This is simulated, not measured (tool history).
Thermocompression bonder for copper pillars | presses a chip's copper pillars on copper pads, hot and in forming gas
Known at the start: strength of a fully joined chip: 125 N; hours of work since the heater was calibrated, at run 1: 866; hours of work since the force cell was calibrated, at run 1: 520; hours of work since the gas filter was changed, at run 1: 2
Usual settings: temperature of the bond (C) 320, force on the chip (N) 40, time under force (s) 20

run	day	temperature of the bond (C)	force on the chip (N)	time under force (s)	hours of work since the heater was calibrated	hours of work since the force cell was calibrated	hours of work since the gas filter was changed	force that shears a chip off (N)
1	0	320	40	20	866	520	2	90.1
2	1.262	320	33	20	888	542	24	83.2
3	3.138	320	35	20	921	575	56	85.5
4	4.179	320	40	58	939	593	75	110.5
5	5.179	336	40	20	957	611	92	101.7
6	6.271	336	40	20	976	630	111	100.6
# day 7.867: forming gas filter changed
7	8.333	331	40	20	1012	665	8	98.7
8	9.892	320	30	20	1039	692	35	79.8
# day 10.712: force cell calibrated
9	12.058	349	40	20	1076	24	72	109.7
10	13.2	349	40	20	1095	43	92	109.2
11	14.279	336	40	20	1114	62	111	102.7
# day 15.996: forming gas filter changed
12	16.254	348	49	14	1148	96	5	109.1
13	18.346	333	57	11	1185	133	41	100.2
14	19.871	332	31	10	1212	160	68	75.4
15	21.512	332	31	10	1240	188	96	75.2
16	22.912	320	47	18	1265	213	121	95
# day 23.967: forming gas filter changed
17	24.196	340	39	26	1287	235	4	109.4
18	25.638	304	30	11	1312	260	29	55.5
19	26.867	304	30	11	1333	281	51	55.3
20	29.104	320	40	10	1373	320	90	76.2
21	30.308	322	40	18	1394	341	111	90.8

4 ways to go on from here, each from the tool as it stands after run 21. What would each give?
A	31.817	322	40	23	1420	368	137	?
B	31.817	320	31	20	1420	368	137	?
C	31.817	333	42	11	1420	368	137	?
D	31.817	319	26	17	1420	368	137	?

run	force that shears a chip off (N)
A	96.7
B	82.3
C	90.7
D	71.3
Without the tool's hidden state the same runs would have given:
run	force that shears a chip off (N)
A	94.6
B	80.5
C	88.7
D	69.7

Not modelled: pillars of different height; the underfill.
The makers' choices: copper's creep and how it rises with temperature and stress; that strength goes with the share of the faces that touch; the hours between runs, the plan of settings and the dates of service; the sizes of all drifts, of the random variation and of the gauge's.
